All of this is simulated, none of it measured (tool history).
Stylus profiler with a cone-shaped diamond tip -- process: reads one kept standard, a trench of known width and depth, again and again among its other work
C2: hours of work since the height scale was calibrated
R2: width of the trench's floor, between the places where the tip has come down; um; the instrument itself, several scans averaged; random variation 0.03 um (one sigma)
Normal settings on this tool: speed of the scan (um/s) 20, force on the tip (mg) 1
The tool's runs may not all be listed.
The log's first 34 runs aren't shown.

run 35 hour=466.9 | speed_of_the_scan_(um/s)=38 force_on_the_tip_(mg)=1.21 | scans_with_this_tip=6073 C2=59 | depth_of_the_trench_(nm)=100.7 R2=18.28
run 36 hour=482.8 | speed_of_the_scan_(um/s)=65 force_on_the_tip_(mg)=1.25 | scans_with_this_tip=6173 C2=70 | depth_of_the_trench_(nm)=100.7 R2=18.13
run 37 hour=491.8 | speed_of_the_scan_(um/s)=7 force_on_the_tip_(mg)=2.62 | scans_with_this_tip=6230 C2=77 | depth_of_the_trench_(nm)=101.1 R2=18.47
run 38 hour=507.7 | speed_of_the_scan_(um/s)=16 force_on_the_tip_(mg)=1.85 | scans_with_this_tip=6330 C2=88 | depth_of_the_trench_(nm)=100.89 R2=18.48
run 39 hour=517.1 | speed_of_the_scan_(um/s)=16 force_on_the_tip_(mg)=1.85 | scans_with_this_tip=6389 C2=95 | depth_of_the_trench_(nm)=100.84 R2=18.42
run 40 hour=530.3 | speed_of_the_scan_(um/s)=16 force_on_the_tip_(mg)=1.85 | scans_with_this_tip=6471 C2=105 | depth_of_the_trench_(nm)=100.85 R2=18.5
run 41 hour=543.1 | speed_of_the_scan_(um/s)=16 force_on_the_tip_(mg)=1.85 | scans_with_this_tip=6552 C2=114 | depth_of_the_trench_(nm)=100.84 R2=18.5
run 42 hour=558 | speed_of_the_scan_(um/s)=27 force_on_the_tip_(mg)=0.44 | scans_with_this_tip=6645 C2=124 | depth_of_the_trench_(nm)=100.29 R2=18.21
run 43 hour=571.4 | speed_of_the_scan_(um/s)=11 force_on_the_tip_(mg)=0.96 | scans_with_this_tip=6729 C2=134 | depth_of_the_trench_(nm)=100.52 R2=18.48

Run 44 has not been measured yet. What should we expect?
run 44 hour=586.8 | speed_of_the_scan_(um/s)=11 force_on_the_tip_(mg)=0.96 | scans_with_this_tip=6826 C2=145 | depth_of_the_trench_(nm)=? R2=?

depth of the trench (nm): 100.57
R2: 18.4 um
Take away the tool's hidden state, keep the run-to-run variation as it was, and the same run would have given depth of the trench (nm) 100.59, R2 18.6 um.

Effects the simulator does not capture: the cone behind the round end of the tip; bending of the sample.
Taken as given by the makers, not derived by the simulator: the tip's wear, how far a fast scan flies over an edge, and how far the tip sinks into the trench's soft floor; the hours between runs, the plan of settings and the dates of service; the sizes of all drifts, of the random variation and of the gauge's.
